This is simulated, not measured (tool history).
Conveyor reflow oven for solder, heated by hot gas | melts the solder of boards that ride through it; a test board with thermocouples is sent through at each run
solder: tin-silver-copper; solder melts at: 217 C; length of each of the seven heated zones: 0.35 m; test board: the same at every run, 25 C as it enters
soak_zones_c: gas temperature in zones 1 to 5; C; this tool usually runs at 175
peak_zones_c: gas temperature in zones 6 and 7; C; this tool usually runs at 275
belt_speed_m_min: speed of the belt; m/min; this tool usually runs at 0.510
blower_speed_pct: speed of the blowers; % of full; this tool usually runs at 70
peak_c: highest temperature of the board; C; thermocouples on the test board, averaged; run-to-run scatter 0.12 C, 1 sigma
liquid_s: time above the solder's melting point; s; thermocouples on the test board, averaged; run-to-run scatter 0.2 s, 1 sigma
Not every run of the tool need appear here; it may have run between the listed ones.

| run | hour | soak_zones_c | peak_zones_c | belt_speed_m_min | blower_speed_pct | peak_c | liquid_s |
|---|---|---|---|---|---|---|---|
| 1 | 0.0 | 175 | 275 | 0.510 | 70 | 256.3 | 64.2 |
| 2 | 39.2 | 180 | 275 | 0.510 | 70 | 257.2 | 67.0 |
| 3 | 63.2 | 180 | 275 | 0.510 | 70 | 257.4 | 66.8 |
| 4 | 81.2 | 180 | 275 | 0.510 | 70 | 257.2 | 67.2 |
| 5 | 109.5 | 182 | 275 | 0.510 | 70 | 257.7 | 67.7 |
| 6 | 139.8 | 175 | 263 | 0.510 | 70 | 245.9 | 56.3 |
| 7 | 170.1 | 175 | 263 | 0.510 | 70 | 245.9 | 56.1 |
| 8 | 196.3 | 175 | 263 | 0.510 | 70 | 245.8 | 56.1 |
| 9 | 213.4 | 175 | 275 | 0.510 | 70 | 256.1 | 64.3 |
| 10 | 253.1 | 175 | 275 | 0.510 | 70 | 256.2 | 64.3 |
| 11 | 285.4 | 175 | 275 | 0.510 | 70 | 256.1 | 64.3 |
| 12 | 322.2 | 175 | 275 | 0.510 | 70 | 256.1 | 64.0 |
| 13 | 339.0 | 175 | 275 | 0.510 | 70 | 256.0 | 64.1 |
| 14 | 363.1 | 175 | 275 | 0.498 | 70 | 256.9 | 66.8 |
| 15 | 394.5 | 175 | 275 | 0.498 | 70 | 257.2 | 66.5 |
| 16 | 423.2 | 189 | 269 | 0.557 | 70 | 250.9 | 60.1 |
| 17 | 461.0 | 189 | 269 | 0.557 | 70 | 251.1 | 60.0 |
| 18 | 501.4 | 163 | 275 | 0.557 | 70 | 250.1 | 49.5 |
| 19 | 527.7 | 175 | 286 | 0.510 | 70 | 265.4 | 70.1 |
| 20 | 559.0 | 175 | 286 | 0.510 | 70 | 265.5 | 70.2 |
| 21 | 588.5 | 175 | 271 | 0.473 | 70 | 255.2 | 68.9 |
| 22 | 611.2 | 176 | 275 | 0.604 | 70 | 249.9 | 48.9 |
| 23 | 638.3 | 176 | 275 | 0.604 | 70 | 250.0 | 49.2 |
|  | 664.3 | flux residue cleaned out of gas plates and filters |
| 24 | 681.9 | 189 | 278 | 0.533 | 70 | 259.8 | 69.3 |
| 25 | 707.9 | 185 | 267 | 0.533 | 70 | 249.9 | 60.9 |
| 26 | 730.5 | 171 | 276 | 0.510 | 70 | 256.2 | 62.6 |
|  | 741.6 | thermocouples of zones 6 and 7 changed |
| 27 | 760.4 | 182 | 272 | 0.510 | 78 | 256.2 | 66.9 |

Consider 4 possible next runs. They are alternatives, not a sequence: every one starts from the tool as it was left by run 27. What does each give?
| A | 801.2 | 182 | 272 | 0.510 | 55 | ? | ? |
| B | 801.2 | 175 | 265 | 0.510 | 70 | ? | ? |
| C | 801.2 | 188 | 268 | 0.531 | 70 | ? | ? |
| D | 801.2 | 182 | 284 | 0.510 | 78 | ? | ? |

| run | peak_c | liquid_s |
|---|---|---|
| A | 251.5 | 62.7 |
| B | 247.6 | 57.8 |
| C | 251.6 | 63.8 |
| D | 266.7 | 73.5 |
Without the tool's unlogged condition, the same runs would have read:
| run | peak_c | liquid_s |
|---|---|---|
| A | 251.5 | 62.7 |
| B | 247.6 | 57.7 |
| C | 251.6 | 63.8 |
| D | 266.8 | 73.4 |
